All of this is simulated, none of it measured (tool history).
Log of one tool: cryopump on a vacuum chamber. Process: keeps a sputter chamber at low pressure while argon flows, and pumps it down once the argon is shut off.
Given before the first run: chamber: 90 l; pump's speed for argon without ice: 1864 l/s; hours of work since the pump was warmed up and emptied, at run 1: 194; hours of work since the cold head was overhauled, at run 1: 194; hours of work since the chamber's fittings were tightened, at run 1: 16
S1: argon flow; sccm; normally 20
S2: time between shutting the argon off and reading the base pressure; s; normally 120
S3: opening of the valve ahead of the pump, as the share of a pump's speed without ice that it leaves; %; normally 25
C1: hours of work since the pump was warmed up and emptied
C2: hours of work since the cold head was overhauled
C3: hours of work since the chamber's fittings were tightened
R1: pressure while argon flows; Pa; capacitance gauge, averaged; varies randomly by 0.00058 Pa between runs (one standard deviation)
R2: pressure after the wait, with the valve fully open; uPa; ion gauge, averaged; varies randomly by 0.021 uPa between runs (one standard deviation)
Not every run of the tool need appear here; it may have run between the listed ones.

run,hour,S1,S2,S3,C1,C2,C3,R1,R2
1,0,20,120,25,194,194,16,0.0734,0.47
2,24.8,20,120,25,209,209,31,0.0741,0.45
3,46.2,35,120,25,222,222,44,0.1297,0.45
4,62.9,20,120,39,232,232,54,0.048,0.48
5,77.3,16,120,25,240,240,63,0.0594,0.48
6,90.3,20,236,25,248,248,71,0.0744,0.36
7,112.2,15,120,25,262,262,84,0.0553,0.49
8,125.4,15,120,25,270,270,92,0.0561,0.47
9,142,15,159,25,280,280,102,0.0567,0.43
10,169.7,15,159,25,296,296,119,0.0552,0.44
11,187.9,20,29,25,308,308,130,0.0743,1.37
12,204.2,20,29,25,317,317,140,0.0747,1.33
13,224,20,29,25,329,329,152,0.0756,1.37
14,237.8,20,120,36,338,338,160,0.0517,0.58
15,256.8,20,120,36,349,349,172,0.0528,0.56
16,277.5,20,120,49,362,362,184,0.0392,0.56
17,301.4,20,120,49,376,376,199,0.0389,0.59
18,322.9,21,20,19,389,389,212,0.103,1.9
19,347.5,21,20,19,404,404,227,0.1036,1.93
20,375.5,21,20,19,421,421,244,0.1031,1.98
21,390.2,29,120,17,430,430,253,0.1584,0.6
22,413.8,29,120,17,445,445,267,0.1592,0.57
23,439.3,12,120,25,460,460,283,0.046,0.61
24,459.7,13,103,25,472,472,295,0.0486,0.69
25,477.3,13,103,25,483,483,306,0.0501,0.72
26,502.4,30,150,22,498,498,321,0.1294,0.64
27,524.1,20,189,25,511,511,334,0.0762,0.59
28,546.4,20,37,15,525,525,348,0.1235,1.3
29,569.1,39,50,28,539,539,361,0.1342,1.08
30,586.1,22,47,18,549,549,372,0.1162,1.1
31,611.5,20,248,16,564,564,387,0.1162,0.6
32,631.6,20,248,16,577,577,399,0.1174,0.62
33,656.6,20,248,16,592,592,414,0.1175,0.62
34,677.2,10,21,16,604,604,427,0.0581,1.94

Each row is a separate what-if for the run after 34, all from the same tool condition, not one after another. Results?
A,696.3,20,262,25,616,616,439,?,?
B,696.3,27,21,16,616,616,439,?,?
C,696.3,10,21,15,616,616,439,?,?
D,696.3,28,29,16,616,616,439,?,?
E,696.3,24,220,26,616,616,439,?,?

run,R1,R2
A,0.0775,0.58
B,0.1603,2
C,0.0631,2.05
D,0.1644,1.59
E,0.0884,0.66
Without the tool's unlogged condition, the same runs would have read:
run,R1,R2
A,0.0731,0.25
B,0.1543,1.67
C,0.0608,1.71
D,0.1582,1.26
E,0.0831,0.34
